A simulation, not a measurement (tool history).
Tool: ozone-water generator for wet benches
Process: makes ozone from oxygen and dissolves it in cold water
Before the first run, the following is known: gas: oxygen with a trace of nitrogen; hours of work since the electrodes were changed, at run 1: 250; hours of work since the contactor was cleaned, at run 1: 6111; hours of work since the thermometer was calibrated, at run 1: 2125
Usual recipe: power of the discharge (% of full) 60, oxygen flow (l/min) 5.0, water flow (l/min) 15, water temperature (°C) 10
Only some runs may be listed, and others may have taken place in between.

| run | day | power of the discharge (% of full) | oxygen flow (l/min) | water flow (l/min) | water temperature (°C) | hours of work since the electrodes were changed | hours of work since the contactor was cleaned | hours of work since the thermometer was calibrated | dissolved ozone (ppm) | ozone in the gas ahead of the water (g/m3) |
|---|---|---|---|---|---|---|---|---|---|---|
| 1 | 0.000 | 60 | 5.0 | 15 | 10 | 250 | 6111 | 2125 | 33.8 | 248.4 |
| 2 | 1.092 | 60 | 5.0 | 15 | 18 | 266 | 6127 | 2142 | 30.4 | 246.3 |
| 3 | 2.217 | 44 | 5.0 | 15 | 10 | 283 | 6144 | 2159 | 26.5 | 193.1 |
| 4 | 2.875 | 44 | 5.0 | 15 | 10 | 293 | 6154 | 2169 | 26.8 | 192.5 |
| 5 | 3.467 | 44 | 5.0 | 15 | 10 | 302 | 6163 | 2178 | 27.2 | 191.2 |
| 6 | 4.333 | 55 | 5.2 | 9 | 10 | 315 | 6176 | 2191 | 45.1 | 223.9 |

Run 7 comes next. What will it give?
| 7 | 5.538 | 55 | 5.2 | 9 | 10 | 334 | 6194 | 2209 | ? | ? |

dissolved ozone (ppm): 45.7
ozone in the gas ahead of the water (g/m3): 222.4
Without the tool's hidden state the same run would have given dissolved ozone (ppm) 45.7, ozone in the gas ahead of the water (g/m3) 224.8.
